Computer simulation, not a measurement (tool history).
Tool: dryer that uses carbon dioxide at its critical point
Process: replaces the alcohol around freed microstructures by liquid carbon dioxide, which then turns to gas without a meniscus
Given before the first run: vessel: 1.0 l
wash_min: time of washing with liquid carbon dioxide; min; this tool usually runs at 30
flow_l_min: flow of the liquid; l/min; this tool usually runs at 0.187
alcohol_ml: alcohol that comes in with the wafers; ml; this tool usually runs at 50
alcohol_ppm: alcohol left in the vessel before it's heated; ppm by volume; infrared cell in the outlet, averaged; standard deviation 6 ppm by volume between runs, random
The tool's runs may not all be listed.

Run 1, hour 0.0: usual settings. Result: alcohol_ppm 384 ppm by volume.
Run 2, hour 7.9: usual settings. Result: alcohol_ppm 397 ppm by volume.
Run 3, hour 15.5: usual settings. Result: alcohol_ppm 409 ppm by volume.
Run 4, hour 22.1: usual settings. Result: alcohol_ppm 401 ppm by volume.
Run 5, hour 32.1: usual settings but flow_l_min 0.268 l/min. Result: alcohol_ppm 69 ppm by volume.
Run 6, hour 42.6: usual settings but flow_l_min 0.193 l/min. Result: alcohol_ppm 346 ppm by volume.
Run 7, hour 48.8: usual settings. Result: alcohol_ppm 413 ppm by volume.
Run 8, hour 55.8: usual settings but wash_min 33 min. Result: alcohol_ppm 266 ppm by volume.
Run 9, hour 65.9: usual settings but wash_min 33 min. Result: alcohol_ppm 271 ppm by volume.
Run 10, hour 76.5: usual settings but wash_min 33 min. Result: alcohol_ppm 270 ppm by volume.
Run 11, hour 83.7: usual settings but alcohol_ml 66 ml. Result: alcohol_ppm 581 ppm by volume.
Run 12, hour 90.7: usual settings but alcohol_ml 66 ml. Result: alcohol_ppm 572 ppm by volume.
Run 13, hour 97.9: usual settings but flow_l_min 0.170 l/min, alcohol_ml 66 ml. Result: alcohol_ppm 923 ppm by volume.
Run 14, hour 108.0: usual settings but flow_l_min 0.170 l/min, alcohol_ml 66 ml. Result: alcohol_ppm 912 ppm by volume.
Run 15, hour 118.2: usual settings but wash_min 46 min. Result: alcohol_ppm 65 ppm by volume.
At hour 125.8: inlet filter changed.
Run 16, hour 130.0: usual settings but wash_min 46 min. Result: alcohol_ppm 36 ppm by volume.
Run 17, hour 135.5: usual settings but wash_min 46 min. Result: alcohol_ppm 45 ppm by volume.
Run 18, hour 141.5: usual settings but wash_min 46 min. Result: alcohol_ppm 44 ppm by volume.
Run 19, hour 150.9: usual settings but wash_min 46 min. Result: alcohol_ppm 43 ppm by volume.
Run 20, hour 158.7: usual settings. Result: alcohol_ppm 246 ppm by volume.
Run 21, hour 168.1: usual settings. Result: alcohol_ppm 265 ppm by volume.
Run 22, hour 174.4: usual settings. Result: alcohol_ppm 270 ppm by volume.
Run 23, hour 185.1: usual settings but wash_min 47 min, flow_l_min 0.113 l/min, alcohol_ml 23 ml. Result: alcohol_ppm 176 ppm by volume.
Run 24, hour 192.7: usual settings but wash_min 42 min, alcohol_ml 105 ml. Result: alcohol_ppm 84 ppm by volume.
Run 25, hour 200.9: usual settings but alcohol_ml 38 ml. Result: alcohol_ppm 219 ppm by volume.
Run 26, hour 210.1: usual settings but wash_min 32 min. Result: alcohol_ppm 216 ppm by volume.
Run 27, hour 215.8: usual settings but wash_min 32 min. Result: alcohol_ppm 221 ppm by volume.
Run 28, hour 222.8: usual settings but wash_min 45 min, flow_l_min 0.246 l/min. Result: alcohol_ppm 27 ppm by volume.
Run 29, hour 228.5: usual settings but wash_min 26 min, alcohol_ml 40 ml. Result: alcohol_ppm 451 ppm by volume.
Run 30, hour 238.5: usual settings but wash_min 36 min, flow_l_min 0.119 l/min, alcohol_ml 40 ml. Result: alcohol_ppm 770 ppm by volume.
Run 31, hour 248.1: usual settings but flow_l_min 0.197 l/min. Result: alcohol_ppm 229 ppm by volume.
Run 32, hour 257.2: usual settings but wash_min 29 min, alcohol_ml 61 ml. Result: alcohol_ppm 440 ppm by volume.
Run 33, hour 267.6: usual settings but wash_min 34 min, flow_l_min 0.266 l/min, alcohol_ml 67 ml. Result: alcohol_ppm 35 ppm by volume.
Run 34, hour 273.2: usual settings but wash_min 34 min, flow_l_min 0.266 l/min, alcohol_ml 67 ml. Result: alcohol_ppm 48 ppm by volume.
Run 35, hour 280.0: usual settings but flow_l_min 0.265 l/min. Result: alcohol_ppm 57 ppm by volume.
Run 36, hour 288.8: usual settings but wash_min 21 min, flow_l_min 0.258 l/min. Result: alcohol_ppm 381 ppm by volume.
Run 37, hour 297.5: usual settings but wash_min 21 min, flow_l_min 0.258 l/min. Result: alcohol_ppm 379 ppm by volume.
Run 38, hour 304.3: usual settings but wash_min 21 min, flow_l_min 0.258 l/min. Result: alcohol_ppm 388 ppm by volume.
Run 39, hour 309.7: usual settings but wash_min 21 min, flow_l_min 0.258 l/min. Result: alcohol_ppm 383 ppm by volume.
Run 40, hour 319.8: usual settings but wash_min 21 min, flow_l_min 0.258 l/min. Result: alcohol_ppm 395 ppm by volume.

Branching from run 40: 3 alternative next runs. What would each branch give?
Run A, hour 330.8: usual settings but wash_min 26 min, flow_l_min 0.258 l/min, alcohol_ml 35 ml. Result: alcohol_ppm ?.
Run B, hour 330.8: usual settings but wash_min 31 min, flow_l_min 0.176 l/min, alcohol_ml 82 ml. Result: alcohol_ppm ?.
Run C, hour 330.8: usual settings but wash_min 21 min, flow_l_min 0.264 l/min, alcohol_ml 26 ml. Result: alcohol_ppm ?.

run  alcohol_ppm
  A          108
  B          612
  C          194
The same runs, with their run-to-run variation unchanged, on a tool lacking any hidden condition would have given:
run  alcohol_ppm
  A           54
  B          418
  C          121

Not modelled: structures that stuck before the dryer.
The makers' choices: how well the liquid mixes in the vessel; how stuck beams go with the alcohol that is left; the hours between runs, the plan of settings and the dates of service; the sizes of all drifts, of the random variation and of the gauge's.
